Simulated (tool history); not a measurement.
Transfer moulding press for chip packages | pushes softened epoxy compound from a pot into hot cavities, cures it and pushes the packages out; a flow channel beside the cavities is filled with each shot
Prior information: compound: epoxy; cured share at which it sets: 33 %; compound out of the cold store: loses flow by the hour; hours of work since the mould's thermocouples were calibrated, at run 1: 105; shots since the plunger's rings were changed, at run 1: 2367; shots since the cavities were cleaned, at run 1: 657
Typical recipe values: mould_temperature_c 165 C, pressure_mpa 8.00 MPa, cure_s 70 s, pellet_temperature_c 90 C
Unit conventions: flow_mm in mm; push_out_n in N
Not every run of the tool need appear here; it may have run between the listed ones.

| run | hour | mould_temperature_c | pressure_mpa | cure_s | pellet_temperature_c | hours of work since the mould's thermocouples were calibrated | shots since the plunger's rings were changed | shots since the cavities were cleaned | incoming compound's hours out of the cold store | flow_mm | push_out_n |
|---|---|---|---|---|---|---|---|---|---|---|---|
| 1 | 0.0 | 165 | 8.00 | 70 | 90 | 105 | 2367 | 657 | 42.0 | 595 | 482 |
|  | 20.8 | cavities cleaned with cleaning compound and waxed |
| 2 | 21.0 | 165 | 8.00 | 70 | 90 | 119 | 2691 | 3 | 27.9 | 636 | 337 |
| 3 | 36.2 | 165 | 8.00 | 70 | 90 | 130 | 2945 | 257 | 43.7 | 591 | 427 |
| 4 | 48.6 | 165 | 8.00 | 70 | 90 | 140 | 3150 | 462 | 13.5 | 673 | 519 |
|  | 56.4 | plunger's sealing rings changed |
| 5 | 67.7 | 165 | 8.00 | 70 | 90 | 152 | 188 | 739 | 39.2 | 614 | 505 |
|  | 83.2 | cavities cleaned with cleaning compound and waxed |
| 6 | 83.2 | 165 | 8.00 | 70 | 90 | 162 | 422 | 0 | 33.8 | 634 | 324 |
| 7 | 100.1 | 172 | 8.00 | 70 | 90 | 175 | 702 | 280 | 9.6 | 684 | 372 |
| 8 | 120.9 | 172 | 8.00 | 70 | 90 | 190 | 1049 | 627 | 20.4 | 646 | 430 |
| 9 | 132.4 | 165 | 8.00 | 70 | 82 | 198 | 1240 | 818 | 30.3 | 636 | 521 |
|  | 143.8 | cavities cleaned with cleaning compound and waxed |
| 10 | 152.1 | 165 | 8.00 | 70 | 82 | 212 | 1542 | 138 | 8.3 | 702 | 437 |
| 11 | 173.9 | 165 | 8.00 | 70 | 82 | 228 | 1906 | 502 | 25.1 | 647 | 498 |
| 12 | 193.4 | 165 | 8.00 | 70 | 90 | 242 | 2231 | 827 | 24.0 | 656 | 531 |
|  | 203.2 | cavities cleaned with cleaning compound and waxed |
| 13 | 214.8 | 165 | 8.00 | 70 | 94 | 257 | 2562 | 195 | 42.3 | 591 | 415 |
| 14 | 237.3 | 165 | 8.00 | 70 | 94 | 273 | 2935 | 568 | 24.3 | 645 | 473 |
| 15 | 249.6 | 165 | 8.69 | 70 | 90 | 283 | 3140 | 773 | 18.0 | 690 | 518 |
|  | 259.2 | plunger's sealing rings changed |
|  | 266.0 | cavities cleaned with cleaning compound and waxed |
| 16 | 270.6 | 161 | 6.70 | 63 | 87 | 295 | 165 | 76 | 13.3 | 650 | 657 |
| 17 | 290.0 | 165 | 9.85 | 70 | 99 | 309 | 488 | 399 | 41.4 | 669 | 452 |
| 18 | 301.8 | 173 | 8.00 | 83 | 82 | 318 | 685 | 596 | 13.5 | 674 | 414 |
| 19 | 317.7 | 165 | 9.11 | 51 | 90 | 330 | 948 | 859 | 21.2 | 710 | 1030 |
|  | 325.7 | cavities cleaned with cleaning compound and waxed |
| 20 | 335.5 | 162 | 8.00 | 70 | 92 | 342 | 1221 | 165 | 34.7 | 632 | 454 |
| 21 | 345.3 | 162 | 8.00 | 70 | 92 | 349 | 1383 | 327 | 11.5 | 702 | 556 |
| 22 | 365.9 | 162 | 8.00 | 73 | 92 | 364 | 1725 | 669 | 35.7 | 620 | 520 |
| 23 | 378.0 | 168 | 8.34 | 60 | 96 | 373 | 1927 | 871 | 11.2 | 695 | 558 |
|  | 385.0 | cavities cleaned with cleaning compound and waxed |
| 24 | 402.0 | 169 | 7.22 | 60 | 96 | 390 | 2301 | 283 | 11.4 | 642 | 476 |
| 25 | 423.5 | 170 | 8.54 | 91 | 82 | 406 | 2660 | 642 | 8.5 | 708 | 420 |
| 26 | 437.8 | 170 | 8.54 | 91 | 82 | 416 | 2896 | 878 | 47.6 | 584 | 437 |
|  | 444.5 | cavities cleaned with cleaning compound and waxed |
| 27 | 457.1 | 169 | 9.49 | 57 | 100 | 429 | 3193 | 209 | 37.4 | 644 | 438 |
|  | 462.3 | plunger's sealing rings changed |
| 28 | 476.8 | 169 | 9.49 | 57 | 100 | 442 | 241 | 495 | 23.1 | 702 | 517 |
| 29 | 494.4 | 164 | 6.25 | 105 | 85 | 455 | 534 | 788 | 32.3 | 564 | 428 |

Alternative continuations, all from the tool just after run 29; predict every row:
|  | 507.3 | cavities cleaned with cleaning compound and waxed |
| A | 516.1 | 164 | 6.25 | 87 | 92 | 470 | 871 | 147 | 28.0 | ? | ? |
|  | 507.3 | cavities cleaned with cleaning compound and waxed |
| B | 516.1 | 164 | 6.25 | 66 | 80 | 470 | 871 | 147 | 16.7 | ? | ? |
|  | 507.3 | cavities cleaned with cleaning compound and waxed |
| C | 516.1 | 162 | 8.39 | 109 | 85 | 470 | 871 | 147 | 46.0 | ? | ? |

| run | flow_mm | push_out_n |
|---|---|---|
| A | 573 | 355 |
| B | 604 | 497 |
| C | 617 | 333 |
With no hidden state in the tool, these same runs would have given:
| run | flow_mm | push_out_n |
|---|---|---|
| A | 581 | 303 |
| B | 613 | 451 |
| C | 626 | 281 |
